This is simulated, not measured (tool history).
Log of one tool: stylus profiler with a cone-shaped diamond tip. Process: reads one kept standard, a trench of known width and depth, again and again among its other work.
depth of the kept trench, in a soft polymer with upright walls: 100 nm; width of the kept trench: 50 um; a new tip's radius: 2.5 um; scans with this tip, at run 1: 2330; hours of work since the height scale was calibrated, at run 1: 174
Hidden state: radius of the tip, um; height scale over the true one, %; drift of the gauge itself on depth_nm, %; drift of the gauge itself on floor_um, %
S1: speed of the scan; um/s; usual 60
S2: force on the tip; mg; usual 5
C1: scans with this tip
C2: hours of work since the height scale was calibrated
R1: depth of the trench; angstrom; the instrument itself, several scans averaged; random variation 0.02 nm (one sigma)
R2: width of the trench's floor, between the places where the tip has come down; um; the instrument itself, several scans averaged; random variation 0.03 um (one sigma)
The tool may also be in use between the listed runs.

Run 1, hour 0: usual settings; C1 2330; C2 174. Result: R1 1009.4 angstrom, R2 48.33 um.
Run 2, hour 10.5: usual settings; C1 2396; C2 179. Result: R1 1009.6 angstrom, R2 48.29 um.
Run 3, hour 24.1: usual settings; C1 2482; C2 185. Result: R1 1009.5 angstrom, R2 48.34 um.
Run 4, hour 30.9: usual settings; C1 2525; C2 188. Result: R1 1010 angstrom, R2 48.29 um.
Run 5, hour 40.6: usual settings; C1 2586; C2 193. Result: R1 1009.3 angstrom, R2 48.3 um.
Run 6, hour 49.3: usual settings but S2 2.9 mg; C1 2641; C2 197. Result: R1 1006.6 angstrom, R2 48.23 um.
Run 7, hour 57.7: usual settings but S2 2.9 mg; C1 2693; C2 201. Result: R1 1006.9 angstrom, R2 48.29 um.
Run 8, hour 63.9: usual settings but S2 2.9 mg; C1 2733; C2 204. Result: R1 1006.9 angstrom, R2 48.23 um.
At hour 65.3: height scale calibrated on a step standard.
Run 9, hour 72.4: usual settings; C1 2783; C2 3. Result: R1 1009.9 angstrom, R2 48.26 um.
Run 10, hour 78.8: usual settings; C1 2823; C2 6. Result: R1 1010.2 angstrom, R2 48.24 um.
At hour 87.6: height scale calibrated on a step standard, once more.
Run 11, hour 87.6: usual settings; C1 2876; C2 0. Result: R1 1008.6 angstrom, R2 48.31 um.
Run 12, hour 98.4: usual settings; C1 2944; C2 5. Result: R1 1008.8 angstrom, R2 48.26 um.
Run 13, hour 112.9: usual settings; C1 3035; C2 12. Result: R1 1008.3 angstrom, R2 48.31 um.
Run 14, hour 119.9: usual settings but S2 5.64 mg; C1 3079; C2 15. Result: R1 1009.8 angstrom, R2 48.36 um.
Run 15, hour 128.2: usual settings but S2 5.64 mg; C1 3131; C2 19. Result: R1 1009.6 angstrom, R2 48.28 um.
Run 16, hour 140.2: usual settings but S1 175 um/s, S2 6.28 mg; C1 3206; C2 25. Result: R1 1010.1 angstrom, R2 47.92 um.
Run 17, hour 149.7: usual settings but S1 111 um/s, S2 3.06 mg; C1 3266; C2 29. Result: R1 1006.1 angstrom, R2 47.99 um.
Run 18, hour 163: usual settings but S1 111 um/s, S2 3.06 mg; C1 3350; C2 35. Result: R1 1006.4 angstrom, R2 47.95 um.
Run 19, hour 170: usual settings but S1 111 um/s, S2 3.06 mg; C1 3394; C2 39. Result: R1 1006.5 angstrom, R2 47.88 um.
Run 20, hour 179: usual settings but S1 17 um/s, S2 9.9 mg; C1 3451; C2 43. Result: R1 1013.8 angstrom, R2 48.44 um.
Run 21, hour 192.5: usual settings but S1 17 um/s, S2 9.9 mg; C1 3536; C2 49. Result: R1 1014.2 angstrom, R2 48.5 um.
Run 22, hour 207.1: usual settings but S1 32 um/s, S2 3.91 mg; C1 3628; C2 56. Result: R1 1007.6 angstrom, R2 48.35 um.
Run 23, hour 218.8: usual settings but S1 232 um/s, S2 4.6 mg; C1 3701; C2 62. Result: R1 1008.7 angstrom, R2 47.54 um.
Run 24, hour 230.4: usual settings but S1 232 um/s, S2 4.6 mg; C1 3774; C2 67. Result: R1 1008.5 angstrom, R2 47.56 um.
Run 25, hour 242.3: usual settings but S1 15 um/s, S2 2.29 mg; C1 3849; C2 73. Result: R1 1005.4 angstrom, R2 48.38 um.
Run 26, hour 256.9: usual settings but S1 39 um/s, S2 8.16 mg; C1 3941; C2 79. Result: R1 1012.6 angstrom, R2 48.39 um.
Run 27, hour 268.8: usual settings but S1 32 um/s, S2 1.9 mg; C1 4016; C2 85. Result: R1 1004.7 angstrom, R2 48.3 um.

3 ways to go on from here, each from the tool as it stands after run 27. What would each give?
Run A, hour 283.8: usual settings but S1 26 um/s, S2 5.39 mg; C1 4110; C2 92. Result: R1 ?, R2 ?.
Run B, hour 283.8: usual settings but S1 41 um/s, S2 3.47 mg; C1 4110; C2 92. Result: R1 ?, R2 ?.
Run C, hour 283.8: usual settings but S1 36 um/s, S2 3.83 mg; C1 4110; C2 92. Result: R1 ?, R2 ?.

run      R1     R2
  A  1009.7  48.37
  B  1007.3  48.27
  C  1007.4  48.29
Without the tool's hidden state the same runs would have given:
run      R1     R2
  A  1009.5  48.48
  B  1007.1  48.38
  C  1007.2  48.39

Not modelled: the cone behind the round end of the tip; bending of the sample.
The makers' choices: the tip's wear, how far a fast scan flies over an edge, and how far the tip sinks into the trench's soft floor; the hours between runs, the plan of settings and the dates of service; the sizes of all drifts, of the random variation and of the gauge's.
